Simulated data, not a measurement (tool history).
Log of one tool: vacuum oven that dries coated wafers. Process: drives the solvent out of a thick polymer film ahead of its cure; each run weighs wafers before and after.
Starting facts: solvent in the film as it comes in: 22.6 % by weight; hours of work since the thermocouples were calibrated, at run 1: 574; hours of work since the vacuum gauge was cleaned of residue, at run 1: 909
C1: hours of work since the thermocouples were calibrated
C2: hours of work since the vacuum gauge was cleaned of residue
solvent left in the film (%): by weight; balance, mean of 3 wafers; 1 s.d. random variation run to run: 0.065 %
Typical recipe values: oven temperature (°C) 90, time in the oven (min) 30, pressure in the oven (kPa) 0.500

Run 1, hour 0.0: usual settings; C1 574; C2 909. Result: solvent left in the film (%) 5.33.
Run 2, hour 15.5: usual settings; C1 585; C2 920. Result: solvent left in the film (%) 5.35.
Run 3, hour 31.2: usual settings; C1 596; C2 930. Result: solvent left in the film (%) 5.34.
Run 4, hour 54.8: usual settings; C1 612; C2 947. Result: solvent left in the film (%) 5.34.
Run 5, hour 66.4: usual settings; C1 620; C2 955. Result: solvent left in the film (%) 5.33.
Run 6, hour 80.5: usual settings; C1 630; C2 965. Result: solvent left in the film (%) 5.22.
Run 7, hour 98.7: usual settings; C1 643; C2 977. Result: solvent left in the film (%) 5.36.
Run 8, hour 117.9: usual settings; C1 656; C2 990. Result: solvent left in the film (%) 5.27.
Run 9, hour 139.9: usual settings but pressure in the oven (kPa) 0.841; C1 671; C2 1006. Result: solvent left in the film (%) 5.50.
Run 10, hour 161.6: usual settings but pressure in the oven (kPa) 0.841; C1 686; C2 1021. Result: solvent left in the film (%) 5.47.
Run 11, hour 176.3: usual settings but oven temperature (°C) 77; C1 696; C2 1031. Result: solvent left in the film (%) 9.91.
Run 12, hour 195.5: usual settings; C1 710; C2 1044. Result: solvent left in the film (%) 5.28.
Run 13, hour 223.0: usual settings; C1 729; C2 1063. Result: solvent left in the film (%) 5.24.
At hour 226.7: vacuum gauge cleaned of residue and calibrated.
Run 14, hour 245.0: usual settings; C1 743; C2 13. Result: solvent left in the film (%) 5.43.
Run 15, hour 265.0: usual settings; C1 757; C2 27. Result: solvent left in the film (%) 5.30.
Run 16, hour 286.6: usual settings; C1 772; C2 41. Result: solvent left in the film (%) 5.52.
At hour 290.3: vacuum gauge cleaned of residue and calibrated, once more.
Run 17, hour 311.8: usual settings; C1 788; C2 15. Result: solvent left in the film (%) 4.93.
Run 18, hour 331.8: usual settings; C1 802; C2 29. Result: solvent left in the film (%) 4.95.
Run 19, hour 350.3: usual settings; C1 815; C2 42. Result: solvent left in the film (%) 4.95.
Run 20, hour 375.8: usual settings but time in the oven (min) 36; C1 832; C2 59. Result: solvent left in the film (%) 3.87.
Run 21, hour 393.6: usual settings but time in the oven (min) 36; C1 845; C2 72. Result: solvent left in the film (%) 3.81.
Run 22, hour 418.2: usual settings but time in the oven (min) 36; C1 862; C2 89. Result: solvent left in the film (%) 3.94.
Run 23, hour 433.5: usual settings but time in the oven (min) 27; C1 872; C2 99. Result: solvent left in the film (%) 5.66.
Run 24, hour 454.0: usual settings but oven temperature (°C) 76, time in the oven (min) 27, pressure in the oven (kPa) 0.322; C1 887; C2 113. Result: solvent left in the film (%) 10.44.
Run 25, hour 481.5: usual settings but pressure in the oven (kPa) 0.679; C1 906; C2 132. Result: solvent left in the film (%) 5.04.
Run 26, hour 500.2: usual settings but time in the oven (min) 23; C1 919; C2 145. Result: solvent left in the film (%) 6.61.
Run 27, hour 514.4: usual settings but time in the oven (min) 34, pressure in the oven (kPa) 0.382; C1 928; C2 155. Result: solvent left in the film (%) 4.19.
Run 28, hour 537.5: usual settings but time in the oven (min) 34, pressure in the oven (kPa) 0.382; C1 944; C2 171. Result: solvent left in the film (%) 4.13.
Run 29, hour 556.4: usual settings but oven temperature (°C) 87, time in the oven (min) 16; C1 957; C2 184. Result: solvent left in the film (%) 10.09.
Run 30, hour 575.5: usual settings but oven temperature (°C) 87, time in the oven (min) 16; C1 971; C2 198. Result: solvent left in the film (%) 9.85.
Run 31, hour 586.9: usual settings but time in the oven (min) 37, pressure in the oven (kPa) 1.654; C1 979; C2 205. Result: solvent left in the film (%) 4.37.
Run 32, hour 601.2: usual settings but oven temperature (°C) 85, pressure in the oven (kPa) 0.842; C1 988; C2 215. Result: solvent left in the film (%) 6.71.
Run 33, hour 628.0: usual settings but oven temperature (°C) 85, pressure in the oven (kPa) 0.842; C1 1007; C2 234. Result: solvent left in the film (%) 6.80.
Run 34, hour 644.7: usual settings but oven temperature (°C) 85, pressure in the oven (kPa) 0.842; C1 1019; C2 245. Result: solvent left in the film (%) 6.82.
Run 35, hour 670.3: usual settings but oven temperature (°C) 96, time in the oven (min) 34, pressure in the oven (kPa) 0.649; C1 1036; C2 263. Result: solvent left in the film (%) 2.59.
Run 36, hour 681.6: usual settings but oven temperature (°C) 96, time in the oven (min) 34, pressure in the oven (kPa) 0.649; C1 1044; C2 271. Result: solvent left in the film (%) 2.52.
Run 37, hour 704.2: usual settings but oven temperature (°C) 96, time in the oven (min) 34, pressure in the oven (kPa) 0.649; C1 1060; C2 287. Result: solvent left in the film (%) 2.46.
Run 38, hour 729.0: usual settings but time in the oven (min) 19, pressure in the oven (kPa) 0.922; C1 1077; C2 304. Result: solvent left in the film (%) 7.87.
Run 39, hour 754.6: usual settings but oven temperature (°C) 80, time in the oven (min) 19, pressure in the oven (kPa) 0.558; C1 1095; C2 322. Result: solvent left in the film (%) 11.18.
Run 40, hour 775.2: usual settings but oven temperature (°C) 101, time in the oven (min) 18, pressure in the oven (kPa) 0.311; C1 1109; C2 336. Result: solvent left in the film (%) 4.52.
Run 41, hour 795.0: usual settings but oven temperature (°C) 97, time in the oven (min) 37, pressure in the oven (kPa) 0.609; C1 1123; C2 350. Result: solvent left in the film (%) 1.98.

What differs in the tool's unlogged condition from the final listed run ahead of each entry between runs to the first listed run following it?
After run 13, before run 14: vacuum gauge cleaned of residue and calibrated (hour 226.7)
  true wafer temperature over the reading, C: 1.16 -> 1.19; true pressure over the reading, kPa: 0.499 -> 0.705
  measured value less the no-hidden-state value, solvent left in the film (%): -0.16 -> -0.08
After run 16, before run 17: vacuum gauge cleaned of residue and calibrated, once more (hour 290.3)
  true wafer temperature over the reading, C: 1.26 -> 1.3; true pressure over the reading, kPa: 0.719 -> 0.028
  measured value less the no-hidden-state value, solvent left in the film (%): -0.09 -> -0.42
